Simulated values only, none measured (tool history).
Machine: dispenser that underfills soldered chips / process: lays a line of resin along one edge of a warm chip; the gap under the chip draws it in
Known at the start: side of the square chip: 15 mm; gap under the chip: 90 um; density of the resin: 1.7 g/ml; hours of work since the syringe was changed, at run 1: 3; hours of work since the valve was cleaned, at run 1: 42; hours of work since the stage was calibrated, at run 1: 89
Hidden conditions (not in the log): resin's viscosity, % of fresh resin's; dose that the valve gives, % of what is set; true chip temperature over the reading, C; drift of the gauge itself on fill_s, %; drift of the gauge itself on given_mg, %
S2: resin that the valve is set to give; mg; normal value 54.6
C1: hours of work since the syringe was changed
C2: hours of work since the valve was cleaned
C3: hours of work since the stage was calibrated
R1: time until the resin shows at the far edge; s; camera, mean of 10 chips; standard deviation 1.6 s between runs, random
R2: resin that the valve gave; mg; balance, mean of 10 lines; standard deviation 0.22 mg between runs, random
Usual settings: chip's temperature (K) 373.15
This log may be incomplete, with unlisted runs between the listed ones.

Run 1, hour 0: usual settings; C1 3; C2 42; C3 89. Result: R1 200.8 s, R2 52.33 mg.
At hour 3.6: new syringe of resin.
Run 2, hour 6.1: usual settings but chip's temperature (K) 364.15; C1 2; C2 46; C3 94. Result: R1 231.5 s, R2 52.48 mg.
Run 3, hour 9.2: usual settings but chip's temperature (K) 364.15; C1 4; C2 49; C3 96. Result: R1 271 s, R2 52.32 mg.
At hour 11.4: new syringe of resin.
Run 4, hour 13.4: usual settings; C1 1; C2 51; C3 99. Result: R1 175.2 s, R2 51.93 mg.
Run 5, hour 16.2: usual settings; C1 3; C2 54; C3 101. Result: R1 199.2 s, R2 52.23 mg.
At hour 19.5: new syringe of resin.
Run 6, hour 20.4: usual settings; C1 1; C2 56; C3 103. Result: R1 161.4 s, R2 51.94 mg.
Run 7, hour 25: usual settings but chip's temperature (K) 387.15; C1 4; C2 60; C3 107. Result: R1 145.1 s, R2 51.88 mg.
At hour 27.5: new syringe of resin.
Run 8, hour 29.2: usual settings but chip's temperature (K) 366.15; C1 1; C2 62; C3 110. Result: R1 206.7 s, R2 51.68 mg.
Run 9, hour 34.6: usual settings but chip's temperature (K) 366.15; C1 5; C2 66; C3 114. Result: R1 274.4 s, R2 51.46 mg.
At hour 35.4: new syringe of resin.
Run 10, hour 40.1: usual settings but chip's temperature (K) 366.15; C1 3; C2 70; C3 117. Result: R1 244.2 s, R2 51.08 mg.
At hour 43.2: new syringe of resin.
Run 11, hour 45.2: usual settings; C1 1; C2 74; C3 121. Result: R1 174.3 s, R2 51.18 mg.
Run 12, hour 50.3: usual settings; C1 5; C2 77; C3 124. Result: R1 226.6 s, R2 50.72 mg.
At hour 51.1: new syringe of resin.
Run 13, hour 54.1: usual settings but S2 64.8 mg; C1 2; C2 80; C3 127. Result: R1 181.5 s, R2 60.11 mg.
Run 14, hour 58.5: usual settings but chip's temperature (K) 368.15; C1 5; C2 83; C3 130. Result: R1 268.5 s, R2 50.49 mg.
At hour 59.2: new syringe of resin.
Run 15, hour 61.7: usual settings but chip's temperature (K) 368.15; C1 2; C2 85; C3 132. Result: R1 208.8 s, R2 50.48 mg.
At hour 67.2: new syringe of resin.
Run 16, hour 67.2: usual settings but chip's temperature (K) 369.15; C1 0; C2 89; C3 136. Result: R1 177.5 s, R2 50.46 mg.
Run 17, hour 71.9: usual settings but chip's temperature (K) 369.15; C1 3; C2 92; C3 139. Result: R1 225.8 s, R2 50.21 mg.
At hour 73.3: dispensing valve cleaned and set on the balance.
At hour 75.9: new syringe of resin.
Run 18, hour 78.1: usual settings but chip's temperature (K) 369.15; C1 2; C2 3; C3 143. Result: R1 200.8 s, R2 53.99 mg.
Run 19, hour 81.7: usual settings but chip's temperature (K) 386.15, S2 48.1 mg; C1 4; C2 6; C3 146. Result: R1 154.7 s, R2 48.1 mg.
At hour 83.7: new syringe of resin.
Run 20, hour 87.4: usual settings but chip's temperature (K) 377.15, S2 70.6 mg; C1 3; C2 10; C3 149. Result: R1 168 s, R2 70.04 mg.
At hour 91.5: new syringe of resin.
Run 21, hour 91.5: usual settings but chip's temperature (K) 377.15, S2 70.6 mg; C1 0; C2 13; C3 152. Result: R1 138.9 s, R2 69.79 mg.
Run 22, hour 94.6: usual settings but chip's temperature (K) 372.15, S2 69.1 mg; C1 2; C2 15; C3 154. Result: R1 185.3 s, R2 68.6 mg.
Run 23, hour 98.2: usual settings but chip's temperature (K) 372.15, S2 69.1 mg; C1 5; C2 17; C3 157. Result: R1 224.9 s, R2 68.06 mg.
At hour 99.5: new syringe of resin.
Run 24, hour 103.6: usual settings but chip's temperature (K) 372.15, S2 69.1 mg; C1 3; C2 21; C3 161. Result: R1 199.7 s, R2 67.5 mg.
At hour 107.7: new syringe of resin.
Run 25, hour 109.4: usual settings but chip's temperature (K) 377.15, S2 69.1 mg; C1 1; C2 25; C3 165. Result: R1 152.3 s, R2 67.78 mg.
Run 26, hour 112.2: usual settings but chip's temperature (K) 371.15, S2 54.2 mg; C1 3; C2 27; C3 167. Result: R1 206.5 s, R2 52.76 mg.
At hour 115.7: new syringe of resin.
Run 27, hour 117.4: usual settings but chip's temperature (K) 366.15, S2 54.2 mg; C1 1; C2 31; C3 170. Result: R1 209.5 s, R2 53.06 mg.

What does the tool deliver on the next run?
At hour 123.4: new syringe of resin.
Run 28, hour 123.4: usual settings but chip's temperature (K) 362.15; C1 0; C2 35; C3 174. Result: R1 ?, R2 ?.

Logged for run 28: R1 213 s, R2 52.92 mg.
If the tool had no hidden condition, the same run with the same run-to-run variation would have returned R1 217.5 s, R2 54.52 mg.
